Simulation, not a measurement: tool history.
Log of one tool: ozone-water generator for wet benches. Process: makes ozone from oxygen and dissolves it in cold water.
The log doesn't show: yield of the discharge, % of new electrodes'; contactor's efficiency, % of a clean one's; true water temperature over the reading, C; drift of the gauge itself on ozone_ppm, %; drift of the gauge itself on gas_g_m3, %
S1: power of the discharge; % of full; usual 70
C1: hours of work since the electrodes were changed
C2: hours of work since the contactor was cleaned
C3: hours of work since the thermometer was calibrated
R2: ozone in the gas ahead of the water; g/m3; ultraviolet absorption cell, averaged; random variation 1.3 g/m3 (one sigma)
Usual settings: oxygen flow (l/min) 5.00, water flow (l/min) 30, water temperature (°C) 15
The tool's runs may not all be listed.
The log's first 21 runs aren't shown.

{"run": 22, "hour": 924.3, "S1": 70, "oxygen flow (l/min)": 5.0, "water flow (l/min)": 30, "water temperature (°C)": 15, "C1": 1337, "C2": 4334, "C3": 4197, "dissolved ozone (ppm)": 23.4, "R2": 245.2}
{"run": 23, "hour": 965.7, "S1": 41, "oxygen flow (l/min)": 5.0, "water flow (l/min)": 42, "water temperature (°C)": 15, "C1": 1373, "C2": 4370, "C3": 4233, "dissolved ozone (ppm)": 11.5, "R2": 168.7}
{"run": 24, "hour": 1003.6, "S1": 70, "oxygen flow (l/min)": 5.0, "water flow (l/min)": 32, "water temperature (°C)": 11, "C1": 1405, "C2": 4402, "C3": 4266, "dissolved ozone (ppm)": 23.0, "R2": 248.0}
{"run": 25, "hour": 1049.6, "S1": 70, "oxygen flow (l/min)": 5.0, "water flow (l/min)": 32, "water temperature (°C)": 11, "C1": 1445, "C2": 4442, "C3": 4305, "dissolved ozone (ppm)": 22.7, "R2": 246.9}
{"run": 26, "hour": 1079.9, "S1": 70, "oxygen flow (l/min)": 5.0, "water flow (l/min)": 32, "water temperature (°C)": 11, "C1": 1471, "C2": 4468, "C3": 4332, "dissolved ozone (ppm)": 22.8, "R2": 246.0}
{"run": 27, "hour": 1112.7, "S1": 42, "oxygen flow (l/min)": 5.95, "water flow (l/min)": 32, "water temperature (°C)": 11, "C1": 1499, "C2": 4496, "C3": 4360, "dissolved ozone (ppm)": 16.3, "R2": 153.0}
{"run": 28, "hour": 1150.5, "S1": 70, "oxygen flow (l/min)": 5.0, "water flow (l/min)": 30, "water temperature (°C)": 23, "C1": 1532, "C2": 4529, "C3": 4392, "dissolved ozone (ppm)": 21.6, "R2": 246.6}
{"run": 29, "hour": 1189.1, "S1": 70, "oxygen flow (l/min)": 5.0, "water flow (l/min)": 30, "water temperature (°C)": 23, "C1": 1565, "C2": 4562, "C3": 4426, "dissolved ozone (ppm)": 21.7, "R2": 248.1}
{"run": 30, "hour": 1223.0, "S1": 70, "oxygen flow (l/min)": 3.67, "water flow (l/min)": 42, "water temperature (°C)": 14, "C1": 1595, "C2": 4591, "C3": 4455, "dissolved ozone (ppm)": 16.0, "R2": 294.3}
{"hour": 1255.0, "done": "contactor cleaned"}
{"run": 31, "hour": 1274.3, "S1": 70, "oxygen flow (l/min)": 3.67, "water flow (l/min)": 42, "water temperature (°C)": 14, "C1": 1635, "C2": 17, "C3": 4496, "dissolved ozone (ppm)": 16.2, "R2": 298.8}
{"run": 32, "hour": 1332.3, "S1": 70, "oxygen flow (l/min)": 3.67, "water flow (l/min)": 42, "water temperature (°C)": 14, "C1": 1685, "C2": 67, "C3": 4546, "dissolved ozone (ppm)": 16.1, "R2": 300.4}

3 ways to go on from here, each from the tool as it stands after run 32. What would each give?
{"run": "A", "hour": 1391.1, "S1": 70, "oxygen flow (l/min)": 3.67, "water flow (l/min)": 42, "water temperature (°C)": 15, "C1": 1736, "C2": 117, "C3": 4596, "dissolved ozone (ppm)": "?", "R2": "?"}
{"run": "B", "hour": 1391.1, "S1": 78, "oxygen flow (l/min)": 3.09, "water flow (l/min)": 29, "water temperature (°C)": 15, "C1": 1736, "C2": 117, "C3": 4596, "dissolved ozone (ppm)": "?", "R2": "?"}
{"run": "C", "hour": 1391.1, "S1": 49, "oxygen flow (l/min)": 3.23, "water flow (l/min)": 42, "water temperature (°C)": 15, "C1": 1736, "C2": 117, "C3": 4596, "dissolved ozone (ppm)": "?", "R2": "?"}

run=A dissolved_ozone_(ppm)=16.1 R2=301.9
run=B dissolved_ozone_(ppm)=24.7 R2=358.5
run=C dissolved_ozone_(ppm)=12.3 R2=251.1
Without the tool's hidden state the same runs would have given:
run=A dissolved_ozone_(ppm)=16.1 R2=294.3
run=B dissolved_ozone_(ppm)=24.7 R2=349.5
run=C dissolved_ozone_(ppm)=12.3 R2=244.7
